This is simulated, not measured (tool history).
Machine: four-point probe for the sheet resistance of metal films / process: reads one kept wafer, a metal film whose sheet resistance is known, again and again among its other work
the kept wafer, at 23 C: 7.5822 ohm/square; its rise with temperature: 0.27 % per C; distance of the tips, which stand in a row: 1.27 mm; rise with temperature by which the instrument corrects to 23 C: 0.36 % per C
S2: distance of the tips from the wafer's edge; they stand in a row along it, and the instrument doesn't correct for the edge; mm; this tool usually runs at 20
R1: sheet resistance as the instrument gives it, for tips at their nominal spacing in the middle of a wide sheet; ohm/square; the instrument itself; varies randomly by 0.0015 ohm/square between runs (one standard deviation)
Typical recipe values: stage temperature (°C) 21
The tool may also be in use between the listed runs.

{"run": 1, "hour": 0.0, "stage temperature (°C)": 21, "S2": 20, "R1": 7.530685}
{"run": 2, "hour": 72.4, "stage temperature (°C)": 21, "S2": 17, "R1": 7.536124}
{"run": 3, "hour": 155.9, "stage temperature (°C)": 21, "S2": 13, "R1": 7.550712}
{"run": 4, "hour": 210.1, "stage temperature (°C)": 24, "S2": 20, "R1": 7.510857}
{"hour": 259.5, "done": "stage's thermometer calibrated"}
{"run": 5, "hour": 276.3, "stage temperature (°C)": 21, "S2": 38, "R1": 7.511801}
{"run": 6, "hour": 349.1, "stage temperature (°C)": 21, "S2": 38, "R1": 7.510993}
{"run": 7, "hour": 444.5, "stage temperature (°C)": 21, "S2": 38, "R1": 7.505627}
{"run": 8, "hour": 535.3, "stage temperature (°C)": 21, "S2": 20, "R1": 7.51712}
{"hour": 598.3, "done": "stage's thermometer calibrated, once more"}
{"run": 9, "hour": 623.0, "stage temperature (°C)": 21, "S2": 20, "R1": 7.527622}
{"run": 10, "hour": 686.6, "stage temperature (°C)": 34, "S2": 12, "R1": 7.477434}
{"run": 11, "hour": 797.5, "stage temperature (°C)": 34, "S2": 12, "R1": 7.471774}
{"run": 12, "hour": 863.9, "stage temperature (°C)": 34, "S2": 12, "R1": 7.472616}
{"run": 13, "hour": 965.7, "stage temperature (°C)": 34, "S2": 39, "R1": 7.428763}
{"run": 14, "hour": 1024.0, "stage temperature (°C)": 34, "S2": 39, "R1": 7.429313}
{"run": 15, "hour": 1082.8, "stage temperature (°C)": 34, "S2": 39, "R1": 7.427806}
{"run": 16, "hour": 1185.1, "stage temperature (°C)": 31, "S2": 3, "R1": 8.087727}
{"run": 17, "hour": 1236.0, "stage temperature (°C)": 34, "S2": 8, "R1": 7.518348}

Results for each run, recomputed without the tool's hidden state and with each run's random variation untouched:
What the log doesn't record here: inner tips' distance over the nominal, %; tips' flats over new ones', %; wafer's true temperature over the reading, C; drift of the gauge itself on sheet_ohm, %.
run=1 R1=7.610274
run=2 R1=7.617459
run=3 R1=7.6341
run=4 R1=7.594979
run=5 R1=7.600098
run=6 R1=7.600849
run=7 R1=7.597754
run=8 R1=7.611528
run=9 R1=7.611095
run=10 R1=7.561883
run=11 R1=7.558776
run=12 R1=7.561094
run=13 R1=7.51924
run=14 R1=7.521125
run=15 R1=7.52112
run=16 R1=8.191406
run=17 R1=7.616481
